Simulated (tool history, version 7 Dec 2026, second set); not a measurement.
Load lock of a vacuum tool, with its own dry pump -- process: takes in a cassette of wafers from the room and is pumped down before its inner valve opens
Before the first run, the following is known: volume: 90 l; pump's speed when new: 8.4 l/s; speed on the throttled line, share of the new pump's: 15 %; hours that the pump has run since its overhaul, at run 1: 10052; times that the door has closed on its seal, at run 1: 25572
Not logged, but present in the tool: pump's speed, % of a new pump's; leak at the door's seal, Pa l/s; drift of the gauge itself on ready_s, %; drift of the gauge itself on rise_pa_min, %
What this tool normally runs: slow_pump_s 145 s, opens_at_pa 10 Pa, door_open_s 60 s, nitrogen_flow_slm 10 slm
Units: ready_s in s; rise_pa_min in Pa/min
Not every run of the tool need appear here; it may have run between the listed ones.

run    hour  slow_pump_s  opens_at_pa  door_open_s  nitrogen_flow_slm  hours that the pump has run since its overhaul  times that the door has closed on its seal  incoming humidity of the room's air, %  ready_s  rise_pa_min
  1     0.0          145           10           60                 10                                           10052                                       25572                                    43.0    245.2        0.198
  2   141.0          145           10          123                 10                                           10193                                       26123                                    43.0    243.3        0.221
  3   286.2          145           10          123                 10                                           10339                                       26691                                    45.4    242.4        0.237
  4   362.1          145           10          123                 10                                           10414                                       26988                                    43.4    242.1        0.234
  5   480.6          119           10          123                 10                                           10533                                       27451                                    44.7    221.1        0.249
  6   658.9          119           10          123                 10                                           10711                                       28148                                    46.5    222.0        0.262
  7   769.8          145           10           60                 10                                           10822                                       28582                                    42.0    243.7        0.237
  8   883.0          145           10           60                 10                                           10935                                       29024                                    45.9    244.8        0.239
  9   992.8          145           10           60                 10                                           11045                                       29453                                    48.4    245.8        0.251
 10  1176.9          145           10           60                 10                                           11229                                       30173                                    44.7    241.5        0.264
 11  1285.7          145           10           95                 10                                           11338                                       30599                                    45.4    249.2        0.279
 12  1383.6          145           10           95                 10                                           11436                                       30981                                    45.5    247.8        0.286
 13  1545.0          145           10           95                 10                                           11597                                       31612                                    44.1    244.4        0.287
 14  1652.8          160           10           95                 10                                           11705                                       32034                                    44.9    260.1        0.298
 15  1754.2          114           10           60                 10                                           11807                                       32430                                    45.9    221.2        0.288
 16  1896.2          145           10           60                 10                                           11949                                       32985                                    47.0    246.7        0.302
     1952.3  -- dry pump taken out, an overhauled one fitted
 17  2002.9          145           10           60                 10                                              51                                       33379                                    47.0    224.1        0.309
 18  2126.6          145           10           60                 10                                             174                                       33863                                    47.9    226.6        0.320
 19  2214.7          145           10           60                 10                                             262                                       34207                                    44.0    224.8        0.313
 20  2355.5          145           10           60                 10                                             403                                       34758                                    44.1    225.5        0.330
     2459.6  -- door's seal changed, seat wiped
 21  2517.6          145           10           60                 10                                             564                                         227                                    44.2    221.9        0.033
 22  2663.8          145           10           60                 10                                             710                                         798                                    44.0    226.3        0.041
 23  2821.5          145           10           60                  5                                             868                                        1415                                    47.1    227.1        0.055
 24  2970.3          145           10           60                  5                                            1016                                        1996                                    45.7    227.9        0.049
 25  3088.3          209           19          191                 19                                            1134                                        2458                                    44.7    272.1        0.066
 26  3219.6          209           19          121                 19                                            1266                                        2971                                    46.5    274.7        0.051
 27  3318.7          121           13          121                 19                                            1365                                        3359                                    46.1    203.2        0.053
 28  3449.2          121           13          121                 19                                            1495                                        3869                                    46.5    203.1        0.056
 29  3593.1          121           13          121                 19                                            1639                                        4431                                    44.5    202.5        0.052
 30  3744.8          145           10          114                  9                                            1791                                        5025                                    45.1    228.5        0.073
 31  3894.0          145           10          114                  9                                            1940                                        5608                                    45.1    228.0        0.076
 32  4032.0          114           10          103                  9                                            2078                                        6147                                    47.2    200.3        0.078
 33  4181.8          145           10          150                 10                                            2228                                        6733                                    47.3    227.5        0.094
 34  4300.1          139           10           60                 13                                            2346                                        7195                                    45.9    222.6        0.060
 35  4470.4          161           10           84                 20                                            2517                                        7861                                    42.4    239.3        0.065
 36  4549.0           84           10           52                 10                                            2595                                        8169                                    43.8    175.9        0.065
 37  4699.6          145           10           60                 21                                            2746                                        8758                                    46.2    229.3        0.061

Forecast each of these 4 alternatives for the next run:
  A  4832.0          127           10           60                 37                                            2878                                        9275                                    42.0        ?            ?
  B  4832.0          145           17          110                 10                                            2878                                        9275                                    43.3        ?            ?
  C  4832.0          145           14           60                 10                                            2878                                        9275                                    44.4        ?            ?
  D  4832.0          145           10           60                 41                                            2878                                        9275                                    42.7        ?            ?

run  ready_s  rise_pa_min
  A    212.8        0.055
  B    223.8        0.101
  C    226.2        0.075
  D    229.3        0.056
What these runs would have given with no unlogged condition in the tool:
run  ready_s  rise_pa_min
  A    207.1        0.013
  B    218.6        0.058
  C    221.1        0.034
  D    223.9        0.015

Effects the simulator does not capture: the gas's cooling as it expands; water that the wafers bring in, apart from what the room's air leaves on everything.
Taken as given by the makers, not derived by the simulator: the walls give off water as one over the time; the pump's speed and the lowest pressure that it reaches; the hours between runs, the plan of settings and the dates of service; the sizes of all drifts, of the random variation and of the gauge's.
